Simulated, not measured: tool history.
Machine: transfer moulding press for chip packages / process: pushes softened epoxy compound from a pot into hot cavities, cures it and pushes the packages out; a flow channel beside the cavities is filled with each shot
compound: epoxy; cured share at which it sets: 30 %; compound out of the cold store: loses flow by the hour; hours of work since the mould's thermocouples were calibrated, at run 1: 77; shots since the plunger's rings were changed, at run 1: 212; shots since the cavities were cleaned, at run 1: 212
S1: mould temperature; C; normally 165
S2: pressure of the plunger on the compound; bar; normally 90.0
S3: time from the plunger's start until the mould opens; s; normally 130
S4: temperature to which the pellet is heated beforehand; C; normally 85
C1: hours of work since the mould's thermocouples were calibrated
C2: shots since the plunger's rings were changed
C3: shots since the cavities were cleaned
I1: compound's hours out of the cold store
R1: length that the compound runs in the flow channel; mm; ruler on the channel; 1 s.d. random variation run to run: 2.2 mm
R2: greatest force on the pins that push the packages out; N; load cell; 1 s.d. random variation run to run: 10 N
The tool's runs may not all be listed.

Run 1, hour 0.0: usual settings; C1 77; C2 212; C3 212; I1 10.7. Result: R1 887 mm, R2 569 N.
Run 2, hour 32.7: usual settings; C1 95; C2 489; C3 489; I1 29.0. Result: R1 825 mm, R2 629 N.
Run 3, hour 67.0: usual settings; C1 115; C2 781; C3 781; I1 35.7. Result: R1 804 mm, R2 655 N.
At hour 88.5: cavities cleaned with cleaning compound and waxed.
Run 4, hour 89.8: usual settings; C1 127; C2 961; C3 11; I1 25.5. Result: R1 834 mm, R2 496 N.
Run 5, hour 127.1: usual settings but S4 86 C; C1 148; C2 1278; C3 328; I1 40.6. Result: R1 782 mm, R2 589 N.
Run 6, hour 151.4: usual settings but S4 89 C; C1 161; C2 1484; C3 534; I1 43.4. Result: R1 782 mm, R2 617 N.
Run 7, hour 181.6: usual settings but S4 91 C; C1 178; C2 1741; C3 791; I1 35.4. Result: R1 799 mm, R2 655 N.
At hour 202.5: cavities cleaned with cleaning compound and waxed.
Run 8, hour 208.3: usual settings but S3 135 s; C1 193; C2 1954; C3 49; I1 23.2. Result: R1 829 mm, R2 475 N.
Run 9, hour 237.6: usual settings; C1 209; C2 2203; C3 298; I1 22.6. Result: R1 829 mm, R2 583 N.
Run 10, hour 276.0: usual settings; C1 231; C2 2530; C3 625; I1 9.0. Result: R1 870 mm, R2 674 N.
Run 11, hour 305.2: usual settings; C1 247; C2 2777; C3 872; I1 28.8. Result: R1 806 mm, R2 685 N.
At hour 316.8: cavities cleaned with cleaning compound and waxed.
Run 12, hour 344.3: usual settings; C1 268; C2 3097; C3 234; I1 15.3. Result: R1 843 mm, R2 570 N.
Run 13, hour 374.4: usual settings but S4 79 C; C1 285; C2 3352; C3 489; I1 34.6. Result: R1 790 mm, R2 640 N.
Run 14, hour 408.8: usual settings but S3 148 s; C1 305; C2 3644; C3 781; I1 35.2. Result: R1 787 mm, R2 584 N.
At hour 431.6: cavities cleaned with cleaning compound and waxed.
Run 15, hour 444.6: usual settings but S3 148 s; C1 324; C2 3935; C3 110; I1 14.8. Result: R1 833 mm, R2 469 N.
Run 16, hour 483.0: usual settings but S2 86.0 bar, S3 127 s, S4 77 C; C1 346; C2 4262; C3 437; I1 37.3. Result: R1 754 mm, R2 647 N.
At hour 496.7: plunger's sealing rings changed.
Run 17, hour 520.6: usual settings but S2 85.9 bar, S3 145 s, S4 82 C; C1 366; C2 202; C3 734; I1 10.3. Result: R1 862 mm, R2 621 N.
At hour 547.5: cavities cleaned with cleaning compound and waxed.
Run 18, hour 549.5: usual settings but S2 85.9 bar, S3 145 s, S4 82 C; C1 381; C2 435; C3 17; I1 22.5. Result: R1 818 mm, R2 440 N.
Run 19, hour 580.9: usual settings but S2 85.9 bar, S3 145 s, S4 82 C; C1 399; C2 702; C3 284; I1 23.1. Result: R1 819 mm, R2 538 N.
Run 20, hour 606.9: usual settings but S2 85.9 bar, S3 145 s, S4 82 C; C1 413; C2 923; C3 505; I1 17.5. Result: R1 834 mm, R2 568 N.
Run 21, hour 634.9: usual settings but S1 166 C, S3 129 s; C1 429; C2 1161; C3 743; I1 40.8. Result: R1 779 mm, R2 644 N.
Run 22, hour 654.2: usual settings but S1 166 C, S2 100.2 bar, S3 129 s, S4 75 C; C1 440; C2 1324; C3 906; I1 20.3. Result: R1 880 mm, R2 676 N.
At hour 663.0: cavities cleaned with cleaning compound and waxed.
Run 23, hour 682.4: usual settings but S1 166 C, S2 100.2 bar, S3 129 s, S4 75 C; C1 455; C2 1551; C3 165; I1 10.2. Result: R1 916 mm, R2 577 N.
Run 24, hour 718.6: usual settings but S1 171 C, S2 100.2 bar, S3 129 s, S4 75 C; C1 475; C2 1858; C3 472; I1 17.1. Result: R1 865 mm, R2 536 N.

The next listed run, before its measurement:
Run 25, hour 738.0: usual settings but S1 162 C, S3 164 s; C1 486; C2 2023; C3 637; I1 17.8. Result: R1 ?, R2 ?.

R1: 861 mm
R2: 586 N
If the tool had no hidden condition, the same run with the same run-to-run variation would have returned R1 878 mm, R2 429 N.
